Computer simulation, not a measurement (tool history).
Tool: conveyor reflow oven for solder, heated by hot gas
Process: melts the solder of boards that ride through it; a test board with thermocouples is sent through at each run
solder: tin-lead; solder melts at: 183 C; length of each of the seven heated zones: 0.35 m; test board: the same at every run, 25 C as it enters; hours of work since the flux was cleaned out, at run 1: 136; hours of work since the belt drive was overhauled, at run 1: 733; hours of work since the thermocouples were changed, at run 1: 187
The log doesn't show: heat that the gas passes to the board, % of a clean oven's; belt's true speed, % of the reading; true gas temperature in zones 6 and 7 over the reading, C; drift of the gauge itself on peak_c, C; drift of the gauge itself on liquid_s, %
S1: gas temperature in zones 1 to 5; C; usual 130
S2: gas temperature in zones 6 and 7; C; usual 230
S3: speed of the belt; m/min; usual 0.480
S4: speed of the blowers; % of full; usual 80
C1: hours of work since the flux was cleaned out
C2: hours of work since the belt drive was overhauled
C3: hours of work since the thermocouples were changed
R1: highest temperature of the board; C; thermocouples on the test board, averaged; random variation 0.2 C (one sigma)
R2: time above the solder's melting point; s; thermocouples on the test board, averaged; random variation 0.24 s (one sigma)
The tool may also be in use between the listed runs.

Run 1, hour 0.0: usual settings; C1 136; C2 733; C3 187. Result: R1 214.0 C, R2 60.2 s.
Run 2, hour 54.3: usual settings; C1 168; C2 765; C3 219. Result: R1 214.1 C, R2 59.8 s.
Run 3, hour 81.8: usual settings; C1 185; C2 782; C3 236. Result: R1 214.1 C, R2 60.3 s.
Run 4, hour 111.8: usual settings; C1 202; C2 800; C3 254. Result: R1 213.4 C, R2 59.8 s.
Run 5, hour 158.5: usual settings; C1 230; C2 827; C3 281. Result: R1 214.1 C, R2 59.9 s.
Run 6, hour 186.1: usual settings; C1 247; C2 844; C3 298. Result: R1 213.8 C, R2 60.5 s.
Run 7, hour 225.8: usual settings; C1 270; C2 867; C3 321. Result: R1 214.0 C, R2 60.5 s.
Run 8, hour 265.4: usual settings; C1 294; C2 891; C3 345. Result: R1 213.6 C, R2 59.6 s.
Run 9, hour 290.8: usual settings; C1 309; C2 906; C3 360. Result: R1 213.6 C, R2 59.6 s.
Run 10, hour 341.4: usual settings; C1 339; C2 936; C3 390. Result: R1 213.1 C, R2 60.0 s.
Run 11, hour 374.2: usual settings; C1 358; C2 956; C3 410. Result: R1 213.1 C, R2 59.3 s.
Run 12, hour 410.7: usual settings but S3 0.399 m/min; C1 380; C2 977; C3 431. Result: R1 219.0 C, R2 80.0 s.
At hour 425.6: flux residue cleaned out of gas plates and filters.
Run 13, hour 437.7: usual settings but S3 0.399 m/min; C1 7; C2 990; C3 444. Result: R1 220.1 C, R2 81.6 s.
Run 14, hour 490.9: usual settings but S3 0.399 m/min; C1 39; C2 1022; C3 476. Result: R1 220.1 C, R2 81.8 s.
Run 15, hour 536.2: usual settings but S3 0.399 m/min; C1 66; C2 1049; C3 503. Result: R1 220.3 C, R2 81.3 s.
Run 16, hour 572.7: usual settings but S3 0.404 m/min; C1 87; C2 1071; C3 525. Result: R1 219.9 C, R2 80.2 s.
Run 17, hour 608.1: usual settings but S3 0.404 m/min; C1 108; C2 1092; C3 546. Result: R1 219.6 C, R2 80.5 s.
Run 18, hour 648.4: usual settings but S1 136 C, S2 222 C; C1 132; C2 1116; C3 570. Result: R1 209.1 C, R2 58.2 s.
Run 19, hour 697.0: usual settings but S2 228 C; C1 161; C2 1145; C3 599. Result: R1 213.3 C, R2 59.8 s.
Run 20, hour 721.9: usual settings but S1 132 C, S2 228 C, S4 61 % of full; C1 176; C2 1159; C3 613. Result: R1 209.8 C, R2 56.1 s.
Run 21, hour 744.6: usual settings but S1 121 C, S2 237 C, S3 0.492 m/min, S4 82 % of full; C1 190; C2 1173; C3 627. Result: R1 219.0 C, R2 59.9 s.
Run 22, hour 778.6: usual settings but S1 121 C, S2 237 C, S3 0.492 m/min, S4 82 % of full; C1 210; C2 1193; C3 647. Result: R1 219.1 C, R2 60.4 s.
Run 23, hour 829.3: usual settings but S1 121 C, S2 237 C, S3 0.492 m/min, S4 82 % of full; C1 240; C2 1223; C3 677. Result: R1 218.3 C, R2 59.8 s.
Run 24, hour 856.7: usual settings but S1 121 C, S2 237 C, S3 0.492 m/min, S4 82 % of full; C1 256; C2 1239; C3 694. Result: R1 218.7 C, R2 59.8 s.
Run 25, hour 888.6: usual settings but S2 221 C, S4 56 % of full; C1 275; C2 1258; C3 712. Result: R1 201.8 C, R2 44.6 s.
Run 26, hour 917.8: usual settings but S2 225 C, S3 0.449 m/min, S4 64 % of full; C1 293; C2 1276; C3 730. Result: R1 209.4 C, R2 59.2 s.
Run 27, hour 957.5: usual settings but S2 225 C, S3 0.449 m/min, S4 68 % of full; C1 316; C2 1299; C3 753. Result: R1 209.9 C, R2 60.1 s.
Run 28, hour 1008.2: usual settings but S1 140 C, S2 223 C, S3 0.441 m/min, S4 54 % of full; C1 346; C2 1329; C3 784. Result: R1 208.1 C, R2 62.7 s.
Run 29, hour 1052.6: usual settings but S2 219 C, S4 86 % of full; C1 373; C2 1356; C3 810. Result: R1 205.7 C, R2 51.9 s.
At hour 1082.1: flux residue cleaned out of gas plates and filters.
Run 30, hour 1091.9: usual settings but S2 219 C, S4 86 % of full; C1 6; C2 1376; C3 830. Result: R1 207.2 C, R2 54.5 s.

4 ways to go on from here, each from the tool as it stands after run 30. What would each give?
Run A, hour 1133.3: usual settings but S3 0.457 m/min; C1 30; C2 1401; C3 855. Result: R1 ?, R2 ?.
Run B, hour 1133.3: usual settings but S3 0.437 m/min; C1 30; C2 1401; C3 855. Result: R1 ?, R2 ?.
Run C, hour 1133.3: usual settings but S2 219 C, S3 0.443 m/min, S4 87 % of full; C1 30; C2 1401; C3 855. Result: R1 ?, R2 ?.
Run D, hour 1133.3: usual settings but S2 219 C, S3 0.466 m/min, S4 86 % of full; C1 30; C2 1401; C3 855. Result: R1 ?, R2 ?.

run     R1    R2
  A  217.6  67.3
  B  218.8  72.3
  C  209.3  62.6
  D  208.0  57.3
Without the tool's hidden state the same runs would have given:
run     R1    R2
  A  216.3  65.1
  B  217.5  70.0
  C  208.0  60.2
  D  206.7  55.0
